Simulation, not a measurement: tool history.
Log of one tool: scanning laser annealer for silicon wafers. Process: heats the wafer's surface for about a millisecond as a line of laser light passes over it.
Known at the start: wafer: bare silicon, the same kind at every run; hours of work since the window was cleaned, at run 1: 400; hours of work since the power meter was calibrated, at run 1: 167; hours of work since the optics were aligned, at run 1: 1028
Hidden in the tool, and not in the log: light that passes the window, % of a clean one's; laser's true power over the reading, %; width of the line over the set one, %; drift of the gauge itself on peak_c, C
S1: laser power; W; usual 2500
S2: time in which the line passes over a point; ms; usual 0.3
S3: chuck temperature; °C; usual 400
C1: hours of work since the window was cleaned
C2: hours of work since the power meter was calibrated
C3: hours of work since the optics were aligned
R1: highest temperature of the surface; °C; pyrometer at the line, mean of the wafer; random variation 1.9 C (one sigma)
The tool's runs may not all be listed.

run 1 hour=0 | S1=2500 S2=0.3 S3=400 | C1=400 C2=167 C3=1028 | R1=1073
run 2 hour=7.9 | S1=2500 S2=0.3 S3=400 | C1=403 C2=170 C3=1032 | R1=1072
run 3 hour=14.4 | S1=2500 S2=0.3 S3=400 | C1=407 C2=174 C3=1035 | R1=1073
run 4 hour=20.9 | S1=2500 S2=0.3 S3=400 | C1=410 C2=177 C3=1038 | R1=1070
run 5 hour=28 | S1=2500 S2=0.3 S3=400 | C1=413 C2=180 C3=1042 | R1=1069
run 6 hour=36.9 | S1=2500 S2=0.3 S3=400 | C1=418 C2=185 C3=1046 | R1=1069
run 7 hour=43.1 | S1=2500 S2=0.353 S3=400 | C1=421 C2=188 C3=1049 | R1=1130
run 8 hour=53.3 | S1=2500 S2=0.353 S3=400 | C1=426 C2=192 C3=1054 | R1=1133
run 9 hour=64.4 | S1=2500 S2=0.353 S3=400 | C1=431 C2=198 C3=1060 | R1=1131
run 10 hour=70.6 | S1=2500 S2=0.353 S3=400 | C1=434 C2=201 C3=1063 | R1=1133
run 11 hour=76.8 | S1=2500 S2=0.353 S3=400 | C1=437 C2=204 C3=1066 | R1=1128
run 12 hour=88.6 | S1=2500 S2=0.353 S3=400 | C1=443 C2=210 C3=1071 | R1=1131
-- hour=92.7 laser's power meter calibrated
run 13 hour=104.3 | S1=2500 S2=0.353 S3=400 | C1=449 C2=6 C3=1078 | R1=1132
run 14 hour=114.6 | S1=2500 S2=0.3 S3=414 | C1=454 C2=11 C3=1083 | R1=1079
run 15 hour=124.7 | S1=2500 S2=0.3 S3=414 | C1=459 C2=16 C3=1087 | R1=1083
-- hour=135 laser's power meter calibrated, once more
run 16 hour=140.8 | S1=2500 S2=0.3 S3=400 | C1=465 C2=3 C3=1094 | R1=1062
run 17 hour=152.9 | S1=2500 S2=0.3 S3=400 | C1=471 C2=9 C3=1100 | R1=1062
run 18 hour=163.1 | S1=2670 S2=0.3 S3=400 | C1=476 C2=14 C3=1105 | R1=1107
run 19 hour=175.3 | S1=2670 S2=0.3 S3=400 | C1=482 C2=20 C3=1111 | R1=1104
run 20 hour=185.2 | S1=2670 S2=0.3 S3=400 | C1=487 C2=24 C3=1115 | R1=1104
run 21 hour=191.4 | S1=2353 S2=0.3 S3=400 | C1=490 C2=27 C3=1118 | R1=1021
run 22 hour=197.1 | S1=2500 S2=0.332 S3=400 | C1=493 C2=30 C3=1121 | R1=1100
run 23 hour=203.2 | S1=2500 S2=0.332 S3=400 | C1=495 C2=33 C3=1124 | R1=1100
-- hour=214 optics aligned, line set to its width
run 24 hour=217.8 | S1=2500 S2=0.3 S3=376 | C1=500 C2=38 C3=2 | R1=1040
run 25 hour=231.1 | S1=2414 S2=0.3 S3=376 | C1=507 C2=44 C3=8 | R1=1015
run 26 hour=244.7 | S1=2196 S2=0.218 S3=369 | C1=513 C2=51 C3=15 | R1=858
run 27 hour=253.5 | S1=2546 S2=0.3 S3=430 | C1=517 C2=55 C3=19 | R1=1101
run 28 hour=265.4 | S1=2402 S2=0.3 S3=403 | C1=523 C2=61 C3=25 | R1=1039
-- hour=278.4 window over the wafer cleaned
run 29 hour=280.6 | S1=2402 S2=0.3 S3=403 | C1=1 C2=67 C3=31 | R1=1078
run 30 hour=292.7 | S1=2500 S2=0.268 S3=400 | C1=7 C2=73 C3=37 | R1=1055
run 31 hour=298.4 | S1=2241 S2=0.26 S3=387 | C1=10 C2=76 C3=40 | R1=966
run 32 hour=310.4 | S1=2431 S2=0.307 S3=398 | C1=16 C2=82 C3=46 | R1=1087
run 33 hour=322.8 | S1=2551 S2=0.307 S3=398 | C1=22 C2=88 C3=52 | R1=1121
run 34 hour=331 | S1=2685 S2=0.319 S3=391 | C1=26 C2=92 C3=56 | R1=1169
run 35 hour=344.3 | S1=2487 S2=0.376 S3=391 | C1=32 C2=98 C3=62 | R1=1179
run 36 hour=350.2 | S1=2487 S2=0.376 S3=391 | C1=35 C2=101 C3=65 | R1=1182
run 37 hour=363.5 | S1=2500 S2=0.308 S3=406 | C1=41 C2=108 C3=72 | R1=1115
run 38 hour=371.3 | S1=2234 S2=0.3 S3=400 | C1=45 C2=111 C3=75 | R1=1026
run 39 hour=379.7 | S1=2530 S2=0.334 S3=417 | C1=49 C2=115 C3=80 | R1=1166
run 40 hour=388.1 | S1=2634 S2=0.315 S3=418 | C1=53 C2=120 C3=84 | R1=1170
run 41 hour=397.6 | S1=2513 S2=0.311 S3=361 | C1=58 C2=124 C3=88 | R1=1078

Some steps in R1 between neighbouring runs. How much of each would the tool show without its hidden state too (settings, what came in, random variation), and how much is left for the hidden state, with any gauge scatter that isn't in both results?
Run 25 -> 26: S1 2414 -> 2196, S2 0.3 -> 0.218, S3 376 -> 369. R1 -157 °C: hidden state +9, all else -166.
Run 26 -> 27: S1 2196 -> 2546, S2 0.218 -> 0.3, S3 369 -> 430. R1 +243 °C: hidden state -12, all else +255.
Run 28 -> 29: window over the wafer cleaned. R1 +39 °C: hidden state +39, all else +0.
Run 38 -> 39: S1 2234 -> 2530, S2 0.3 -> 0.334, S3 400 -> 417. R1 +140 °C: hidden state -1, all else +141.
